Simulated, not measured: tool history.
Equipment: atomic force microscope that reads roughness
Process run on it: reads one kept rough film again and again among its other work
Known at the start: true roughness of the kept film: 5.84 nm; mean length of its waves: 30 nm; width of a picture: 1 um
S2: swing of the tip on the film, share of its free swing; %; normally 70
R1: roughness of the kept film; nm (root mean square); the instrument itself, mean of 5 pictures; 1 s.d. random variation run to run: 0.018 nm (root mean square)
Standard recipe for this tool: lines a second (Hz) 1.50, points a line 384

run 1 hour=0.0 | lines_a_second_(Hz)=1.50 S2=70 points_a_line=384 | R1=4.473
run 2 hour=17.9 | lines_a_second_(Hz)=1.50 S2=70 points_a_line=384 | R1=4.442
run 3 hour=27.3 | lines_a_second_(Hz)=1.50 S2=70 points_a_line=421 | R1=4.433
run 4 hour=43.5 | lines_a_second_(Hz)=1.50 S2=70 points_a_line=421 | R1=4.470
run 5 hour=60.4 | lines_a_second_(Hz)=1.50 S2=59 points_a_line=384 | R1=4.567
run 6 hour=73.5 | lines_a_second_(Hz)=1.50 S2=59 points_a_line=384 | R1=4.547
run 7 hour=96.5 | lines_a_second_(Hz)=1.50 S2=59 points_a_line=384 | R1=4.541
-- hour=104.2 new tip fitted
run 8 hour=108.5 | lines_a_second_(Hz)=1.50 S2=59 points_a_line=384 | R1=4.523
run 9 hour=128.9 | lines_a_second_(Hz)=1.50 S2=59 points_a_line=384 | R1=4.548
run 10 hour=151.2 | lines_a_second_(Hz)=0.73 S2=59 points_a_line=384 | R1=4.557
run 11 hour=172.7 | lines_a_second_(Hz)=0.73 S2=59 points_a_line=384 | R1=4.596
run 12 hour=190.7 | lines_a_second_(Hz)=1.50 S2=72 points_a_line=384 | R1=4.401
run 13 hour=202.6 | lines_a_second_(Hz)=1.50 S2=72 points_a_line=384 | R1=4.426
run 14 hour=224.7 | lines_a_second_(Hz)=1.50 S2=71 points_a_line=384 | R1=4.455
run 15 hour=245.8 | lines_a_second_(Hz)=0.61 S2=70 points_a_line=384 | R1=4.524
run 16 hour=258.4 | lines_a_second_(Hz)=0.61 S2=70 points_a_line=384 | R1=4.518
run 17 hour=271.3 | lines_a_second_(Hz)=0.61 S2=55 points_a_line=384 | R1=4.577
run 18 hour=281.7 | lines_a_second_(Hz)=1.76 S2=70 points_a_line=384 | R1=4.440
run 19 hour=294.5 | lines_a_second_(Hz)=2.85 S2=70 points_a_line=384 | R1=4.323
run 20 hour=316.4 | lines_a_second_(Hz)=2.85 S2=70 points_a_line=384 | R1=4.294
run 21 hour=333.6 | lines_a_second_(Hz)=3.27 S2=70 points_a_line=409 | R1=4.291
run 22 hour=354.5 | lines_a_second_(Hz)=2.10 S2=70 points_a_line=495 | R1=4.404
run 23 hour=377.6 | lines_a_second_(Hz)=0.76 S2=76 points_a_line=323 | R1=4.423
run 24 hour=395.9 | lines_a_second_(Hz)=0.62 S2=76 points_a_line=830 | R1=4.546
run 25 hour=416.5 | lines_a_second_(Hz)=1.48 S2=70 points_a_line=956 | R1=4.474
run 26 hour=427.8 | lines_a_second_(Hz)=1.48 S2=70 points_a_line=956 | R1=4.483
run 27 hour=446.8 | lines_a_second_(Hz)=2.18 S2=67 points_a_line=384 | R1=4.407
run 28 hour=463.6 | lines_a_second_(Hz)=2.82 S2=82 points_a_line=386 | R1=4.129
run 29 hour=474.3 | lines_a_second_(Hz)=2.82 S2=82 points_a_line=386 | R1=4.126
run 30 hour=492.9 | lines_a_second_(Hz)=2.82 S2=82 points_a_line=386 | R1=4.135
run 31 hour=514.6 | lines_a_second_(Hz)=1.52 S2=82 points_a_line=536 | R1=4.315
-- hour=538.0 new tip fitted
run 32 hour=538.0 | lines_a_second_(Hz)=1.52 S2=82 points_a_line=536 | R1=4.332
run 33 hour=558.0 | lines_a_second_(Hz)=1.92 S2=89 points_a_line=374 | R1=4.157
run 34 hour=575.1 | lines_a_second_(Hz)=0.67 S2=80 points_a_line=374 | R1=4.472
run 35 hour=596.5 | lines_a_second_(Hz)=1.02 S2=57 points_a_line=716 | R1=4.574
run 36 hour=608.2 | lines_a_second_(Hz)=0.66 S2=55 points_a_line=384 | R1=4.614
run 37 hour=628.0 | lines_a_second_(Hz)=0.66 S2=58 points_a_line=342 | R1=4.571
run 38 hour=646.4 | lines_a_second_(Hz)=0.74 S2=81 points_a_line=530 | R1=4.478
run 39 hour=661.0 | lines_a_second_(Hz)=2.81 S2=59 points_a_line=888 | R1=4.496

5 ways to go on from here, each from the tool as it stands after run 39. What would each give?
run A hour=677.0 | lines_a_second_(Hz)=0.66 S2=59 points_a_line=888 | R1=?
run B hour=677.0 | lines_a_second_(Hz)=2.21 S2=85 points_a_line=446 | R1=?
run C hour=677.0 | lines_a_second_(Hz)=0.52 S2=64 points_a_line=433 | R1=?
run D hour=677.0 | lines_a_second_(Hz)=1.50 S2=70 points_a_line=949 | R1=?
run E hour=677.0 | lines_a_second_(Hz)=1.50 S2=70 points_a_line=843 | R1=?

run=A R1=4.623
run=B R1=4.170
run=C R1=4.585
run=D R1=4.474
run=E R1=4.453
What these runs would have given with no unlogged condition in the tool:
run=A R1=4.628
run=B R1=4.174
run=C R1=4.590
run=D R1=4.479
run=E R1=4.458
